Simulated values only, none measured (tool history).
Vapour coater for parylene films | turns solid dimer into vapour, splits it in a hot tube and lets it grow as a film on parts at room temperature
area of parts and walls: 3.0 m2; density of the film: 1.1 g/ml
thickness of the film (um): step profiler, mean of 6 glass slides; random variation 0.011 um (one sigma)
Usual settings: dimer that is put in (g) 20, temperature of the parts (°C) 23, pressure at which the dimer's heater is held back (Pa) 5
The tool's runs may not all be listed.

run,hour,dimer that is put in (g),temperature of the parts (°C),pressure at which the dimer's heater is held back (Pa),thickness of the film (um)
1,0,20,23,5,3.03
2,23,20,23,5,3.03
3,46.2,20,23,5,3.01
4,94.7,20,23,5,3.01
# hour 120.6: trap's valve overhauled
5,130.6,22,23,5,3.52
6,163.3,22,23,5,3.49
7,198.3,20,23,2.41,3.68
8,246.3,20,22,5,3.25
9,276.9,20,22,5,3.24
10,301.4,20,22,5,3.25
11,336.7,20,22,5,3.24
12,382.3,21,23,5,3.29
13,412.3,21,23,5,3.26
14,461.9,20,23,5,3.1
15,484.4,20,23,3.7,3.28
16,535,20,29,5,2.55
17,574.6,18,35,4.4,1.94
18,621.9,25,17,3.01,5.14
19,654.7,25,17,3.01,5.13
20,687.2,20,24,2.3,3.46
21,709,16,17,2.17,3.52
22,751.1,16,17,2.17,3.51
# hour 773.5: trap's valve overhauled
23,783.2,16,17,2.17,3.73
24,833.1,16,23,10.81,2.16
25,876.6,14,23,8.53,2
26,919,14,23,9.26,1.94
27,945.4,17,19,9.6,2.67
28,976.6,12,19,7.96,1.96
29,1007.5,12,19,7.96,1.93
30,1056.5,30,34,2.07,4.02

Forecast each of these 4 alternatives for the next run:
A,1100.9,10,34,11.14,?
B,1100.9,21,34,2.07,?
C,1100.9,13,15,2.43,?
D,1100.9,30,19,6.18,?

run,thickness of the film (um)
A,0.94
B,2.8
C,3.07
D,5.11
Without the tool's hidden state the same runs would have given:
run,thickness of the film (um)
A,0.94
B,2.81
C,3.09
D,5.14

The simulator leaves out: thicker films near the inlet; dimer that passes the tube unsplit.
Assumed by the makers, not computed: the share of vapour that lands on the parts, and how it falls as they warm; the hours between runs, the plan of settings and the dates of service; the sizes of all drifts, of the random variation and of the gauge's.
